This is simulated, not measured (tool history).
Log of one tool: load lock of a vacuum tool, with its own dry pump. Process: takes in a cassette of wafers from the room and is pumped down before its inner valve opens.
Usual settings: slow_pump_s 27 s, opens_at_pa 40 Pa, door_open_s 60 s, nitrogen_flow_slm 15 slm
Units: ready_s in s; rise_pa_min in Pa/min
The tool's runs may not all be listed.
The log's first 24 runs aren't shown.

run,hour,slow_pump_s,opens_at_pa,door_open_s,nitrogen_flow_slm,"incoming humidity of the room's air, %",ready_s,rise_pa_min
25,2375.7,27,40,60,43,45.3,41.1,0.031
26,2474.7,27,72,60,16,43.7,39.9,0.056
27,2541.2,31,33,30,16,44.0,45.6,0.048
28,2684.9,27,40,95,15,45.2,41.6,0.063
29,2752.7,25,30,95,15,47.6,41.3,0.071
30,2863.4,25,30,95,15,42.3,41.0,0.060
31,2968.0,25,30,95,15,44.4,40.5,0.058
32,3066.8,25,30,95,15,46.5,40.6,0.064
33,3209.8,25,30,95,15,42.7,40.7,0.061
34,3341.9,48,30,30,29,47.2,60.2,0.036
35,3445.1,27,65,60,15,42.3,40.7,0.051
36,3587.7,23,51,52,25,49.2,38.1,0.045
37,3684.5,23,49,52,11,42.5,38.0,0.056

4 ways to go on from here, each from the tool as it stands after run 37. What would each give?
A,3795.9,27,50,60,15,43.7,?,?
B,3795.9,23,30,52,29,43.6,?,?
C,3795.9,29,55,52,14,44.4,?,?
D,3795.9,25,61,32,11,44.9,?,?

run,ready_s,rise_pa_min
A,40.3,0.050
B,39.3,0.044
C,42.7,0.057
D,38.5,0.056
Without the tool's hidden state the same runs would have given:
run,ready_s,rise_pa_min
A,40.3,0.050
B,39.3,0.043
C,42.7,0.056
D,38.5,0.056

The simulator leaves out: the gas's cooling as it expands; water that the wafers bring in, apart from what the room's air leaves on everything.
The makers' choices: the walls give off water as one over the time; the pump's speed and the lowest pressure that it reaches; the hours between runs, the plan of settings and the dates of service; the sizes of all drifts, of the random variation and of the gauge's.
